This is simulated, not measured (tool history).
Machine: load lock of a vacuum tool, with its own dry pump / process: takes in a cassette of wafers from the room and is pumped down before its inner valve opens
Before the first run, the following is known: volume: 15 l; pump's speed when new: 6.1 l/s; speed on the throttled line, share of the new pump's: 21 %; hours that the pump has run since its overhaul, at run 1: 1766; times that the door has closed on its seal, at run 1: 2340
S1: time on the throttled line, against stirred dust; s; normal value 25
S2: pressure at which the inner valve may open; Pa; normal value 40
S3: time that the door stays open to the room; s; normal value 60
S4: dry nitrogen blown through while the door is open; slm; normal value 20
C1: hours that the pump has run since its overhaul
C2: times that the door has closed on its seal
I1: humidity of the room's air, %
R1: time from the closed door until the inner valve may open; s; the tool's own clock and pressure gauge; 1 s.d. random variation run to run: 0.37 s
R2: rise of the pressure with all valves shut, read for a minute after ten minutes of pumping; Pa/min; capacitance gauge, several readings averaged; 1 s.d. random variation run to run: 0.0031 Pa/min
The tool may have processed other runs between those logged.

run,hour,S1,S2,S3,S4,C1,C2,I1,R1,R2
1,0,25,40,60,20,1766,2340,44.2,39.1,0.105
2,64,25,40,60,20,1830,2573,43,39.8,0.095
3,128.9,25,40,60,20,1895,2810,48.7,39.1,0.108
4,223.4,25,40,60,20,1989,3155,42.8,38.5,0.104
5,316.4,25,40,60,20,2082,3495,44.5,40.2,0.103
6,382.3,25,40,60,20,2148,3735,47.2,40.2,0.114
7,439.8,25,40,60,20,2206,3945,42.6,39.3,0.106
8,484,25,40,60,20,2250,4106,48.4,39.7,0.117
9,551.3,25,40,60,20,2317,4352,43.7,38.9,0.115
10,646.4,25,40,85,20,2412,4699,45.1,39.4,0.139
11,737.3,25,40,60,20,2503,5031,44.7,40,0.121
12,781.9,25,40,60,20,2548,5194,50,39.5,0.14
13,881.7,25,40,60,20,2648,5558,47.7,39.2,0.143
14,957.2,25,40,60,20,2723,5834,48,39.2,0.135
15,1007.6,25,54,117,20,2774,6018,49.8,38.2,0.172
16,1076.3,31,30,117,20,2842,6268,47.4,44.5,0.173
17,1123,31,30,117,27,2889,6439,42.7,44.5,0.154
18,1221.1,35,40,60,20,2987,6797,48.1,47.1,0.137
19,1271.7,35,40,60,20,3038,6982,50,47,0.152
20,1314.9,35,40,60,20,3081,7140,48.8,47.3,0.157
21,1377.2,35,40,60,20,3143,7367,42.6,47.9,0.144
22,1458.3,44,40,60,20,3224,7663,49.7,54.3,0.161
23,1502.4,44,40,60,20,3268,7824,44.6,54.8,0.155

Predict the results of run 24:
24,1569.5,23,34,60,20,3335,8069,43.9,?,?

R1: 38.4 s
R2: 0.158 Pa/min
With the hidden condition absent and the run-to-run variation left alone, this run would have shown R1 37.7 s, R2 0.084 Pa/min.
